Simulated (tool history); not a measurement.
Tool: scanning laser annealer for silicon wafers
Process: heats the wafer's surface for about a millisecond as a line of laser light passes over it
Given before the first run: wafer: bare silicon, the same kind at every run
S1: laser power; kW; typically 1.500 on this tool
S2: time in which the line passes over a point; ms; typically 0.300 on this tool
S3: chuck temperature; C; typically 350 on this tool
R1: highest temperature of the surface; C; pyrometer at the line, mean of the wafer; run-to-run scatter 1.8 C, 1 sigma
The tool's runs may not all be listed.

run 1 hour=0.0 | S1=1.500 S2=0.300 S3=350 | R1=1058
run 2 hour=31.3 | S1=1.500 S2=0.300 S3=350 | R1=1058
run 3 hour=61.9 | S1=1.500 S2=0.300 S3=360 | R1=1067
run 4 hour=106.0 | S1=1.500 S2=0.300 S3=360 | R1=1067
run 5 hour=142.5 | S1=1.440 S2=0.300 S3=360 | R1=1040
run 6 hour=185.8 | S1=1.440 S2=0.300 S3=360 | R1=1040
run 7 hour=226.3 | S1=1.440 S2=0.300 S3=360 | R1=1041
run 8 hour=251.3 | S1=1.500 S2=0.300 S3=364 | R1=1073
run 9 hour=275.3 | S1=1.500 S2=0.300 S3=364 | R1=1073
run 10 hour=307.3 | S1=1.478 S2=0.221 S3=385 | R1=985
run 11 hour=344.3 | S1=1.300 S2=0.233 S3=350 | R1=888
run 12 hour=365.5 | S1=1.300 S2=0.233 S3=350 | R1=891
run 13 hour=406.5 | S1=1.300 S2=0.233 S3=350 | R1=887
run 14 hour=443.2 | S1=1.563 S2=0.285 S3=331 | R1=1049
run 15 hour=493.5 | S1=1.563 S2=0.285 S3=331 | R1=1053

4 ways to go on from here, each from the tool as it stands after run 15. What would each give?
run A hour=525.0 | S1=1.287 S2=0.288 S3=357 | R1=?
run B hour=525.0 | S1=1.563 S2=0.298 S3=331 | R1=?
run C hour=525.0 | S1=1.424 S2=0.302 S3=350 | R1=?
run D hour=525.0 | S1=1.568 S2=0.300 S3=381 | R1=?

run=A R1=953
run=B R1=1066
run=C R1=1022
run=D R1=1121
What these runs would have given with no unlogged condition in the tool:
run=A R1=954
run=B R1=1067
run=C R1=1023
run=D R1=1122
